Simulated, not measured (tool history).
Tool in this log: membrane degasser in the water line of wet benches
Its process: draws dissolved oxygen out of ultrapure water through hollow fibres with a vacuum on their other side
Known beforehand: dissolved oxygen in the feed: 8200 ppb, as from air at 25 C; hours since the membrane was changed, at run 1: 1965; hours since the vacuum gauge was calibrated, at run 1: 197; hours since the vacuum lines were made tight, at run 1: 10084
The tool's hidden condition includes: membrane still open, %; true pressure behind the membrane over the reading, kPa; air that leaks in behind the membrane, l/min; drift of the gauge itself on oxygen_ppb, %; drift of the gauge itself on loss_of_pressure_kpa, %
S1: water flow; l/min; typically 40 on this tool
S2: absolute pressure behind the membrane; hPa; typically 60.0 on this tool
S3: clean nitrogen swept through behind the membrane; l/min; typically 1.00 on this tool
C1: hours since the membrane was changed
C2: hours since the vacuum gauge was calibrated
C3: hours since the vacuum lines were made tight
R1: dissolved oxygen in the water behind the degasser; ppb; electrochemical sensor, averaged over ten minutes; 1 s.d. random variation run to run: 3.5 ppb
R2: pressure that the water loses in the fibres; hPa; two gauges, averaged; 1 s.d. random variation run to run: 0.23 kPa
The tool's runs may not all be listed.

run	hour	S1	S2	S3	C1	C2	C3	R1	R2
1	0.0	40	60.0	1.00	1965	197	10084	350.8	568.0
2	68.5	40	60.0	1.00	2034	265	10153	347.5	577.4
3	114.0	40	60.0	1.00	2079	311	10198	346.8	575.3
4	200.6	40	60.0	1.00	2166	398	10285	344.2	572.0
5	245.4	40	60.0	1.00	2211	442	10329	348.7	572.9
6	323.4	40	60.0	1.00	2289	520	10407	352.5	573.3
7	372.3	40	60.0	1.00	2338	569	10456	347.1	577.2
8	471.4	40	60.0	1.00	2437	668	10555	346.2	577.3
9	544.8	40	60.0	1.00	2510	742	10629	353.3	577.5
10	605.6	40	60.0	1.00	2571	803	10690	353.1	570.8
11	684.2	40	60.0	1.00	2649	881	10768	350.9	581.6
12	732.9	40	60.0	1.00	2698	930	10817	348.4	579.1
13	796.1	40	60.0	1.32	2761	993	10880	302.3	577.0
14	888.8	40	60.0	1.32	2854	1086	10973	305.5	579.8
15	953.7	40	60.0	2.51	2919	1151	11038	233.8	580.3
16	1020.1	31	60.0	1.00	2985	1217	11104	235.8	448.2
17	1066.9	31	60.0	1.00	3032	1264	11151	234.6	447.9
18	1132.3	31	60.0	1.00	3097	1329	11216	235.6	448.9
19	1185.6	31	93.1	1.00	3151	1383	11270	436.9	452.0
20	1235.1	28	60.0	0.93	3200	1432	11319	210.9	405.0
21	1332.7	28	60.0	0.93	3298	1530	11417	211.5	408.3
22	1421.4	28	60.0	0.93	3387	1618	11505	211.9	410.3
23	1478.0	28	60.0	0.93	3443	1675	11562	216.0	407.5
24	1539.4	28	46.5	1.60	3505	1736	11623	96.4	410.3
25	1586.6	28	46.5	1.60	3552	1784	11671	96.2	409.3
26	1673.3	55	46.5	1.08	3638	1870	11757	445.9	802.8
27	1733.0	31	57.9	2.64	3698	1930	11817	127.9	450.5
28	1787.1	24	57.9	2.64	3752	1984	11871	77.4	350.5
# hour 1846.4: seals of the vacuum lines changed
29	1880.3	24	57.9	2.64	3843	2075	34	77.4	350.7
30	1932.7	54	40.4	0.91	3896	2128	86	388.2	789.3
31	2018.5	28	60.0	2.84	3982	2214	172	104.0	409.3
32	2073.4	28	60.0	2.84	4037	2268	227	105.3	407.9

Consider 4 possible next runs. They are alternatives, not a sequence: every one starts from the tool as it was left by run 32. What does each give?
A	2139.7	40	60.0	1.82	4103	2335	293	?	?
B	2139.7	29	60.0	0.79	4103	2335	293	?	?
C	2139.7	24	57.2	0.95	4103	2335	293	?	?
D	2139.7	28	58.9	2.84	4103	2335	293	?	?

run	R1	R2
A	264.9	584.8
B	251.4	426.9
C	156.1	349.4
D	102.3	410.7
Without the tool's unlogged condition, the same runs would have read:
run	R1	R2
A	264.7	571.8
B	251.2	417.5
C	156.0	341.6
D	102.2	401.6
